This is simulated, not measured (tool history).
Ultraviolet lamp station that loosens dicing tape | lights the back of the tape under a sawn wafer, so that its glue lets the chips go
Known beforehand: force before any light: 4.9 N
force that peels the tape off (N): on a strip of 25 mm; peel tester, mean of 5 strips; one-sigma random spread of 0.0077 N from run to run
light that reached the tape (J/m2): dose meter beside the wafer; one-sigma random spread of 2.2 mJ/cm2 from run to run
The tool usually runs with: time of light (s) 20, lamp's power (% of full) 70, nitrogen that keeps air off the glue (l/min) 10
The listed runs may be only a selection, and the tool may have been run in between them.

run	hour	time of light (s)	lamp's power (% of full)	nitrogen that keeps air off the glue (l/min)	force that peels the tape off (N)	light that reached the tape (J/m2)
1	0	20	70	10	0.3	1820
2	79.1	21	70	10	0.275	1870
3	153.6	29	70	10	0.194	2600
4	207.6	29	70	10	0.203	2610
5	249.5	20	70	10	0.303	1780
6	291.5	20	70	10	0.289	1790
7	328.7	14	70	10	0.532	1280
8	393.4	14	70	10	0.527	1250
9	435.3	14	70	10	0.517	1250
10	498.1	14	70	10	0.524	1250
11	544.6	14	70	10	0.52	1250
12	609.6	20	70	17	0.229	1770
13	674.3	20	70	17	0.239	1790
14	756.5	20	70	17	0.231	1790
15	837.3	13	85	10	0.428	1400
16	913.9	12	89	10	0.459	1410
17	989.1	12	89	10	0.442	1380
18	1048	20	64	5	0.52	1650
19	1106.2	20	64	5	0.537	1650
20	1186.2	20	64	5	0.529	1620
21	1250.2	12	94	5	0.672	1430
22	1302.5	31	77	3	0.269	3070
23	1348.6	33	81	10	0.187	3410
24	1425.1	19	70	8	0.368	1690
25	1461.4	19	70	8	0.353	1730
26	1524.7	17	62	8	0.55	1370
27	1574.4	17	73	3	0.781	1580

Put back what was entered between runs (4 entries, withheld): which listed runs does each sit between, and how does the hidden state differ from the listed run before to the listed run after?
Between runs 1 and 2: lamp changed (hour 19.8); window cleaned of glue's vapour (hour 24.2)
  lamp's light, % of a new lamp's: 99.7 -> 100; light that the window lets through, % of a clean one's: 99.9 -> 100
Between runs 17 and 18: lamp changed (hour 1001.6); window cleaned of glue's vapour (hour 1018.1)
  lamp's light, % of a new lamp's: 99.8 -> 100; light that the window lets through, % of a clean one's: 99.9 -> 100
